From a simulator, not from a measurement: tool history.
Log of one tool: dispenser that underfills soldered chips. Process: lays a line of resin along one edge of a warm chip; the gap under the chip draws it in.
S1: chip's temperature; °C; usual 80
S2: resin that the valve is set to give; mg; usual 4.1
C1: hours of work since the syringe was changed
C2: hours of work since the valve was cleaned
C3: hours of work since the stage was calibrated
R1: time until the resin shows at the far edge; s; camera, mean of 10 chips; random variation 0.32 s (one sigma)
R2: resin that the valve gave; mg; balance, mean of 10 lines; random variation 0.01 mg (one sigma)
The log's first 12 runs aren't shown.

{"hour": 102.8, "done": "new syringe of resin"}
{"run": 13, "hour": 108.3, "S1": 80, "S2": 4.1, "C1": 4, "C2": 46, "C3": 277, "R1": 14.5, "R2": 3.98}
{"hour": 113.2, "done": "new syringe of resin"}
{"run": 14, "hour": 119.7, "S1": 80, "S2": 5.08, "C1": 5, "C2": 54, "C3": 285, "R1": 14.5, "R2": 4.92}
{"hour": 123.9, "done": "new syringe of resin"}
{"run": 15, "hour": 131.6, "S1": 80, "S2": 4.1, "C1": 5, "C2": 62, "C3": 293, "R1": 16.1, "R2": 3.93}
{"hour": 134.2, "done": "new syringe of resin"}
{"hour": 140.7, "done": "dispensing valve cleaned and set on the balance"}
{"run": 16, "hour": 142.5, "S1": 80, "S2": 4.1, "C1": 5, "C2": 1, "C3": 300, "R1": 15.1, "R2": 4.12}
{"hour": 145.6, "done": "new syringe of resin"}
{"run": 17, "hour": 152.4, "S1": 80, "S2": 5.26, "C1": 5, "C2": 8, "C3": 306, "R1": 14.3, "R2": 5.25}
{"hour": 155.8, "done": "new syringe of resin"}
{"run": 18, "hour": 158.6, "S1": 80, "S2": 4.1, "C1": 2, "C2": 12, "C3": 311, "R1": 12.4, "R2": 4.09}
{"hour": 166.2, "done": "new syringe of resin"}
{"run": 19, "hour": 169.0, "S1": 80, "S2": 4.1, "C1": 2, "C2": 19, "C3": 318, "R1": 12.1, "R2": 4.06}
{"run": 20, "hour": 175.2, "S1": 84, "S2": 4.1, "C1": 6, "C2": 23, "C3": 322, "R1": 13.3, "R2": 4.05}
{"hour": 176.6, "done": "new syringe of resin"}
{"run": 21, "hour": 181.7, "S1": 72, "S2": 4.56, "C1": 4, "C2": 28, "C3": 326, "R1": 19.5, "R2": 4.48}
{"hour": 186.8, "done": "new syringe of resin"}
{"run": 22, "hour": 194.0, "S1": 72, "S2": 4.56, "C1": 5, "C2": 36, "C3": 335, "R1": 21.9, "R2": 4.46}
{"hour": 197.5, "done": "new syringe of resin"}
{"run": 23, "hour": 201.3, "S1": 72, "S2": 4.56, "C1": 3, "C2": 41, "C3": 339, "R1": 19.1, "R2": 4.46}
{"hour": 208.3, "done": "new syringe of resin"}
{"run": 24, "hour": 213.6, "S1": 72, "S2": 4.56, "C1": 4, "C2": 49, "C3": 348, "R1": 19.6, "R2": 4.44}
{"hour": 218.8, "done": "new syringe of resin"}
{"run": 25, "hour": 223.4, "S1": 72, "S2": 4.56, "C1": 3, "C2": 56, "C3": 354, "R1": 19.1, "R2": 4.39}
{"hour": 229.3, "done": "new syringe of resin"}
{"run": 26, "hour": 230.9, "S1": 89, "S2": 4.5, "C1": 1, "C2": 61, "C3": 359, "R1": 7, "R2": 4.32}
{"hour": 239.7, "done": "new syringe of resin"}
{"hour": 241.5, "done": "dispensing valve cleaned and set on the balance"}
{"run": 27, "hour": 241.7, "S1": 71, "S2": 4.55, "C1": 1, "C2": 0, "C3": 366, "R1": 16.5, "R2": 4.55}
{"run": 28, "hour": 249.6, "S1": 71, "S2": 4.55, "C1": 6, "C2": 6, "C3": 371, "R1": 23.6, "R2": 4.55}
{"hour": 251.0, "done": "new syringe of resin"}
{"run": 29, "hour": 258.5, "S1": 70, "S2": 4.07, "C1": 5, "C2": 12, "C3": 377, "R1": 25.4, "R2": 4.04}
{"hour": 261.4, "done": "new syringe of resin"}
{"run": 30, "hour": 266.5, "S1": 70, "S2": 4.07, "C1": 4, "C2": 17, "C3": 383, "R1": 21.5, "R2": 4.01}
{"hour": 271.7, "done": "new syringe of resin"}
{"run": 31, "hour": 274.7, "S1": 69, "S2": 3.95, "C1": 2, "C2": 22, "C3": 388, "R1": 20.3, "R2": 3.9}
{"hour": 282.0, "done": "new syringe of resin"}
{"run": 32, "hour": 285.7, "S1": 69, "S2": 4.45, "C1": 3, "C2": 30, "C3": 396, "R1": 21.4, "R2": 4.37}

The next listed run, before its measurement:
{"hour": 292.7, "done": "new syringe of resin"}
{"run": 33, "hour": 294.8, "S1": 69, "S2": 4.45, "C1": 1, "C2": 36, "C3": 402, "R1": "?", "R2": "?"}

R1: 19.7 s
R2: 4.37 mg
Without the tool's hidden state the same run would have given R1 20.5 s, R2 4.47 mg.
